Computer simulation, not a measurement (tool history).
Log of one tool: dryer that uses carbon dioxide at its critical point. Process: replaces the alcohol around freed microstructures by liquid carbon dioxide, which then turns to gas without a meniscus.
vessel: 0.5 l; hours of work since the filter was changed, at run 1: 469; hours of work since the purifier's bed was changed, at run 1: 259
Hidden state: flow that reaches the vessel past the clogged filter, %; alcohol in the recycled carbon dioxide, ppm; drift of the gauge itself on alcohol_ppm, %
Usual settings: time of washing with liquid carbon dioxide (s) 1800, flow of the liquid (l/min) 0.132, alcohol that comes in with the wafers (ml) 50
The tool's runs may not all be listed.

run	day	time of washing with liquid carbon dioxide (s)	flow of the liquid (l/min)	alcohol that comes in with the wafers (ml)	hours of work since the filter was changed	hours of work since the purifier's bed was changed	alcohol left in the vessel before it's heated (ppm by volume)
1	0	1800	0.132	50	469	259	235
2	0.504	1800	0.132	50	475	266	229
3	0.908	1800	0.132	50	480	271	231
4	1.396	1800	0.132	50	487	277	225
5	1.917	1800	0.132	50	493	284	243
6	2.467	1800	0.132	50	501	291	236
7	2.883	1800	0.132	50	506	296	244
8	3.346	1800	0.132	50	512	302	243
9	3.721	1800	0.132	50	517	307	238
10	4.217	1500	0.143	43	523	314	356
11	4.725	1740	0.095	56	530	320	1591
12	5.158	2040	0.095	24	535	326	379
13	5.438	2040	0.095	24	539	329	371
14	5.942	2040	0.181	49	545	336	61
15	6.246	2040	0.181	49	549	340	61
16	6.633	1800	0.116	106	554	345	961

Forecast each of these 4 alternatives for the next run:
A	7.071	1800	0.153	50	560	350	?
B	7.071	1800	0.099	64	560	350	?
C	7.071	1920	0.089	62	560	350	?
D	7.071	1800	0.104	48	560	350	?

run	alcohol left in the vessel before it's heated (ppm by volume)
A	134
B	1313
C	1581
D	804
Without the tool's hidden state the same runs would have given:
run	alcohol left in the vessel before it's heated (ppm by volume)
A	56
B	968
C	1191
D	572
